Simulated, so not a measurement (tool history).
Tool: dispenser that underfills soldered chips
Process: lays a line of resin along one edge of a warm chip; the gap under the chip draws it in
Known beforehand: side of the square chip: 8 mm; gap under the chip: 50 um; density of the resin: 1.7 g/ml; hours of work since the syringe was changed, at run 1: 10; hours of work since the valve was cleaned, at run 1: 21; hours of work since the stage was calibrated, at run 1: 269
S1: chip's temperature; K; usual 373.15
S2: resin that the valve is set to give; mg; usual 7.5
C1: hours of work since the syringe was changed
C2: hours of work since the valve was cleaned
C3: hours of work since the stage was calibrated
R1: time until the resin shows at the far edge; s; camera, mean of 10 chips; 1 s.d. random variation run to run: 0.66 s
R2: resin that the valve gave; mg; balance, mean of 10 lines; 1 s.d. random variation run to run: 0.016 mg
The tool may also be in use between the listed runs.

run   hour      S1    S2  C1  C2   C3     R1    R2
  1      0  373.15   7.5  10  21  269  108.7  7.36
       0.9  -- new syringe of resin
  2    7.1  373.15   7.5   5  26  274   80.5  7.38
  3   13.9  373.15   7.5   9  31  279  104.3  7.34
      16.3  -- new syringe of resin
  4   23.7  373.15   7.5   5  38  285     82  7.31
  5   28.3  373.15   7.5   9  41  289  100.3   7.3
      31.5  -- new syringe of resin
  6     36  373.15   7.5   3  46  294   76.2  7.25
      38.4  -- dispensing valve cleaned and set on the balance
  7   43.9  373.15  9.11   8   4  299   97.8  9.06
      47.7  -- new syringe of resin
  8   49.6  373.15  9.76   1   8  303   64.9  9.68
  9   56.7  373.15  9.76   7  13  308   87.6  9.64
      62.8  -- new syringe of resin
 10   63.8  373.15   7.9   1  18  313   64.5   7.8
 11   70.7  373.15   7.9   6  23  318   84.1  7.79
      78.2  -- new syringe of resin
 12   79.7  373.15   7.9   1  29  324   66.8  7.72
 13   88.9  364.15  6.71   8  36  331  134.3  6.54
      93.5  -- new syringe of resin
 14   97.1  364.15  6.71   3  41  336  102.3  6.48
     106.1  -- dispensing valve cleaned and set on the balance
 15  106.8  364.15  6.71   9   1  343    144   6.7
     109.8  -- new syringe of resin
 16  111.9  364.15  6.71   2   4  346     96   6.7
 17  120.8  378.15  7.79   8  10  352   80.2  7.74
     125.1  -- new syringe of resin
 18  129.1  371.15  7.97   3  16  358     77  7.91
 19  138.6  376.15  9.49  10  23  365     93  9.38
     140.3  -- new syringe of resin
 20  145.1  362.15  8.51   3  27  369  109.5  8.36

How would selected steps in R1 from run to run divide? Give the signed amount a tool lacking its hidden state would still show from settings, what came in and random variation, and the signed amount left for the hidden state, including any gauge scatter that is not in both of the compared results.
Hidden state at play: resin's viscosity, % of fresh resin's; dose that the valve gives, % of what is set; true chip temperature over the reading, C; drift of the gauge itself on fill_s, %; drift of the gauge itself on given_mg, %.
Run 12 -> 13: S1 373.15 -> 364.15, S2 7.9 -> 6.71. R1 +67.5 s: hidden state +45.1, all else +22.4.
Run 15 -> 16: new syringe of resin. R1 -48 s: hidden state -48.5, all else +0.5.

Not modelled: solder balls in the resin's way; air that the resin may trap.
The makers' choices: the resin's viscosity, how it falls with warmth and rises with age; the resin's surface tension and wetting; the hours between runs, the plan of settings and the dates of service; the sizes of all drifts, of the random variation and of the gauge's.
